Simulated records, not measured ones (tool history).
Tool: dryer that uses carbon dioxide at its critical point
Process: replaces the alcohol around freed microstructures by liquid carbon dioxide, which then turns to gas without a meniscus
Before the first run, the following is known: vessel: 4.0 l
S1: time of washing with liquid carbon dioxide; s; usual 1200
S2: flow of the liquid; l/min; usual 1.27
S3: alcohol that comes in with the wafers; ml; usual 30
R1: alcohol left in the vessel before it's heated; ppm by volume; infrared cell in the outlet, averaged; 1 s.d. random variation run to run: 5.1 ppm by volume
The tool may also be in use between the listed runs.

run 1 hour=0.0 | S1=1200 S2=1.27 S3=30 | R1=162
run 2 hour=17.9 | S1=1200 S2=1.27 S3=30 | R1=165
run 3 hour=42.0 | S1=1200 S2=1.27 S3=30 | R1=169
run 4 hour=80.4 | S1=1200 S2=1.27 S3=30 | R1=168
run 5 hour=107.9 | S1=1200 S2=1.27 S3=30 | R1=181
run 6 hour=148.1 | S1=1200 S2=1.27 S3=51 | R1=267
run 7 hour=167.2 | S1=1200 S2=1.27 S3=51 | R1=255
-- hour=199.5 inlet filter changed
run 8 hour=209.8 | S1=1200 S2=1.27 S3=93 | R1=289
run 9 hour=242.2 | S1=1200 S2=1.27 S3=30 | R1=165
run 10 hour=284.0 | S1=1200 S2=1.72 S3=30 | R1=112
run 11 hour=305.5 | S1=1200 S2=1.27 S3=30 | R1=172
run 12 hour=341.2 | S1=1200 S2=1.27 S3=30 | R1=180
run 13 hour=376.5 | S1=1140 S2=1.01 S3=46 | R1=458
run 14 hour=400.8 | S1=780 S2=1.01 S3=56 | R1=1397
run 15 hour=420.4 | S1=780 S2=1.01 S3=56 | R1=1415
run 16 hour=441.6 | S1=1740 S2=1.20 S3=80 | R1=162
run 17 hour=459.4 | S1=1200 S2=2.13 S3=22 | R1=124
run 18 hour=490.6 | S1=1200 S2=2.13 S3=22 | R1=123
run 19 hour=524.8 | S1=1200 S2=2.13 S3=22 | R1=136
run 20 hour=544.8 | S1=1200 S2=2.13 S3=22 | R1=129

Each run again, without the hidden state but with its own random variation kept:
The hidden state here: flow that reaches the vessel past the clogged filter, %; alcohol in the recycled carbon dioxide, ppm; drift of the gauge itself on alcohol_ppm, %.
run=1 R1=68
run=2 R1=68
run=3 R1=67
run=4 R1=59
run=5 R1=65
run=6 R1=118
run=7 R1=100
run=8 R1=191
run=9 R1=68
run=10 R1=13
run=11 R1=62
run=12 R1=65
run=13 R1=296
run=14 R1=1130
run=15 R1=1130
run=16 R1=34
run=17 R1=11
run=18 R1=4
run=19 R1=12
run=20 R1=7
